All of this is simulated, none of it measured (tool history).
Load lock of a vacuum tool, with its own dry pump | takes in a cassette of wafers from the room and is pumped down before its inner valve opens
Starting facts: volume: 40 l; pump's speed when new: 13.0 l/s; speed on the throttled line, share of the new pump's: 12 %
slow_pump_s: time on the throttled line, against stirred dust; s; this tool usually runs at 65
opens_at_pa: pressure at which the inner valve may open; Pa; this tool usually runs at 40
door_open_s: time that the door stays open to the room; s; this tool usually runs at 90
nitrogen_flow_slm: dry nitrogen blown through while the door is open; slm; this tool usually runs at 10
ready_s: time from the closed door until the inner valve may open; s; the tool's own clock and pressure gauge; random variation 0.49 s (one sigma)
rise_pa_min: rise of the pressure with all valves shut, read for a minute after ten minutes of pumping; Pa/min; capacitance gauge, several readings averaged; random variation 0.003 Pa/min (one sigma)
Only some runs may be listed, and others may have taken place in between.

| run | hour | slow_pump_s | opens_at_pa | door_open_s | nitrogen_flow_slm | incoming humidity of the room's air, % | ready_s | rise_pa_min |
|---|---|---|---|---|---|---|---|---|
| 1 | 0 | 65 | 40 | 90 | 10 | 41.9 | 82.2 | 0.032 |
| 2 | 62.3 | 65 | 40 | 45 | 10 | 47 | 80.8 | 0.016 |
| 3 | 124.4 | 65 | 40 | 45 | 10 | 44.3 | 81.2 | 0.023 |
| 4 | 261.3 | 64 | 40 | 90 | 10 | 43.8 | 81.3 | 0.031 |
| 5 | 360.2 | 64 | 40 | 90 | 10 | 44.8 | 80.2 | 0.033 |
| 6 | 449.4 | 64 | 40 | 90 | 10 | 43.7 | 81.8 | 0.03 |
| 7 | 512 | 126 | 40 | 90 | 10 | 46.5 | 136 | 0.042 |
| 8 | 582.6 | 126 | 40 | 90 | 10 | 44.4 | 136.4 | 0.032 |
| 9 | 688.9 | 126 | 40 | 90 | 10 | 42.1 | 135.1 | 0.034 |
| 10 | 817.8 | 65 | 35 | 90 | 10 | 45.1 | 81.8 | 0.034 |
| 11 | 911.2 | 65 | 35 | 90 | 10 | 46.6 | 81.8 | 0.035 |
| 12 | 1013.8 | 65 | 40 | 90 | 10 | 44.2 | 81.9 | 0.032 |
| 13 | 1079.6 | 65 | 40 | 90 | 10 | 44.8 | 80.8 | 0.032 |
| 14 | 1211.4 | 65 | 40 | 90 | 10 | 47.7 | 81.2 | 0.036 |
| 15 | 1279.3 | 86 | 40 | 90 | 10 | 45.2 | 99.5 | 0.031 |
| 16 | 1335.5 | 86 | 40 | 90 | 10 | 46.5 | 100.2 | 0.032 |
| 17 | 1409.5 | 65 | 40 | 90 | 10 | 44.8 | 81.8 | 0.033 |
| 18 | 1498.5 | 65 | 40 | 90 | 10 | 45.9 | 81.2 | 0.036 |
| 19 | 1578.1 | 65 | 40 | 90 | 10 | 42.1 | 81.7 | 0.031 |
| 20 | 1673.5 | 65 | 41 | 179 | 16 | 43.4 | 81.7 | 0.04 |
| 21 | 1773.8 | 65 | 78 | 46 | 16 | 45.9 | 79.2 | 0.02 |
| 22 | 1859 | 65 | 78 | 46 | 16 | 46.5 | 79.6 | 0.024 |
| 23 | 1927.6 | 65 | 78 | 46 | 16 | 43 | 79.8 | 0.02 |
| 24 | 1993.4 | 65 | 78 | 46 | 16 | 46.5 | 79.4 | 0.02 |
| 25 | 2098.1 | 65 | 78 | 46 | 16 | 47.3 | 78.6 | 0.02 |
| 26 | 2179.6 | 58 | 39 | 90 | 10 | 44.2 | 75.4 | 0.033 |
| 27 | 2272.1 | 58 | 34 | 79 | 10 | 44.6 | 76.2 | 0.03 |
| 28 | 2408.7 | 58 | 29 | 79 | 7 | 47.5 | 75.9 | 0.04 |
| 29 | 2482.1 | 93 | 40 | 90 | 6 | 44.5 | 106.1 | 0.038 |
| 30 | 2599.5 | 44 | 74 | 54 | 39 | 46.9 | 60.7 | 0.015 |
| 31 | 2671.8 | 40 | 74 | 74 | 39 | 42.6 | 58.2 | 0.019 |
| 32 | 2772.7 | 65 | 30 | 90 | 10 | 44.1 | 83.4 | 0.034 |
| 33 | 2892.9 | 105 | 29 | 48 | 11 | 44.7 | 118.2 | 0.023 |
| 34 | 2980.3 | 105 | 29 | 168 | 15 | 44.2 | 117.1 | 0.04 |
| 35 | 3053.7 | 105 | 29 | 168 | 15 | 43.3 | 119.1 | 0.049 |
| 36 | 3155 | 105 | 29 | 168 | 15 | 44.9 | 118.3 | 0.044 |
| 37 | 3252.4 | 53 | 45 | 168 | 15 | 48.2 | 71.1 | 0.044 |
| 38 | 3349.8 | 81 | 30 | 76 | 11 | 48.2 | 96.4 | 0.032 |

What if the next run were any one of these 3? Each begins from the tool's condition after run 38:
| A | 3430.6 | 81 | 30 | 126 | 11 | 44 | ? | ? |
| B | 3430.6 | 81 | 30 | 53 | 18 | 46.3 | ? | ? |
| C | 3430.6 | 85 | 40 | 90 | 11 | 41.9 | ? | ? |

| run | ready_s | rise_pa_min |
|---|---|---|
| A | 96.6 | 0.041 |
| B | 96.4 | 0.021 |
| C | 99.3 | 0.032 |
With the hidden condition removed and each run's random variation left untouched, the same runs would have given:
| run | ready_s | rise_pa_min |
|---|---|---|
| A | 96.6 | 0.041 |
| B | 96.4 | 0.021 |
| C | 99.3 | 0.032 |
